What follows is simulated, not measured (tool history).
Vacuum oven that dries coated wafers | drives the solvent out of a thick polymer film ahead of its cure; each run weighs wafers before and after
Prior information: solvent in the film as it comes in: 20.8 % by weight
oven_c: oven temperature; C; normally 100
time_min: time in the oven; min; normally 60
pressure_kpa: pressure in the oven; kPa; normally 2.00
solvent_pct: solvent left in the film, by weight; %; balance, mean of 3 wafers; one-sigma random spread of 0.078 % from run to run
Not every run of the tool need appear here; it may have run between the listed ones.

| run | day | oven_c | time_min | pressure_kpa | solvent_pct |
|---|---|---|---|---|---|
| 1 | 0.000 | 100 | 60 | 2.00 | 5.84 |
| 2 | 0.458 | 107 | 60 | 2.00 | 3.44 |
| 3 | 0.946 | 107 | 60 | 2.00 | 3.33 |
| 4 | 1.554 | 107 | 40 | 2.00 | 5.29 |
| 5 | 1.992 | 100 | 60 | 2.00 | 5.82 |
| 6 | 2.625 | 100 | 60 | 2.00 | 5.71 |
| 7 | 3.108 | 100 | 60 | 2.00 | 5.82 |
| 8 | 3.562 | 100 | 60 | 2.00 | 5.73 |
| 9 | 3.896 | 91 | 60 | 2.00 | 9.47 |
| 10 | 4.367 | 100 | 75 | 2.00 | 4.59 |
| 11 | 4.800 | 100 | 60 | 2.00 | 5.79 |
| 12 | 5.412 | 100 | 60 | 2.00 | 5.79 |
| 13 | 6.038 | 90 | 38 | 2.00 | 11.98 |
| 14 | 6.675 | 88 | 80 | 2.07 | 9.30 |
| 15 | 7.071 | 90 | 80 | 2.07 | 8.51 |
|  | 7.412 | vacuum gauge cleaned of residue and calibrated |
| 16 | 7.462 | 90 | 80 | 2.07 | 8.27 |
| 17 | 7.958 | 90 | 80 | 2.07 | 8.27 |
| 18 | 8.479 | 90 | 80 | 2.07 | 8.31 |
| 19 | 8.908 | 90 | 100 | 7.38 | 11.80 |
| 20 | 9.333 | 110 | 78 | 1.97 | 1.82 |
| 21 | 9.925 | 110 | 78 | 1.97 | 1.75 |
| 22 | 10.562 | 110 | 78 | 1.97 | 1.70 |
| 23 | 10.983 | 108 | 60 | 1.06 | 2.30 |

Consider 4 possible next runs. They are alternatives, not a sequence: every one starts from the tool as it was left by run 23. What does each give?
| A | 11.554 | 104 | 38 | 4.00 | ? |
| B | 11.554 | 91 | 60 | 3.43 | ? |
| C | 11.554 | 88 | 48 | 2.00 | ? |
| D | 11.554 | 97 | 59 | 1.23 | ? |

| run | solvent_pct |
|---|---|
| A | 7.73 |
| B | 10.41 |
| C | 11.48 |
| D | 6.38 |
With the hidden condition removed and each run's random variation left untouched, the same runs would have given:
| run | solvent_pct |
|---|---|
| A | 8.07 |
| B | 10.76 |
| C | 11.77 |
| D | 6.72 |
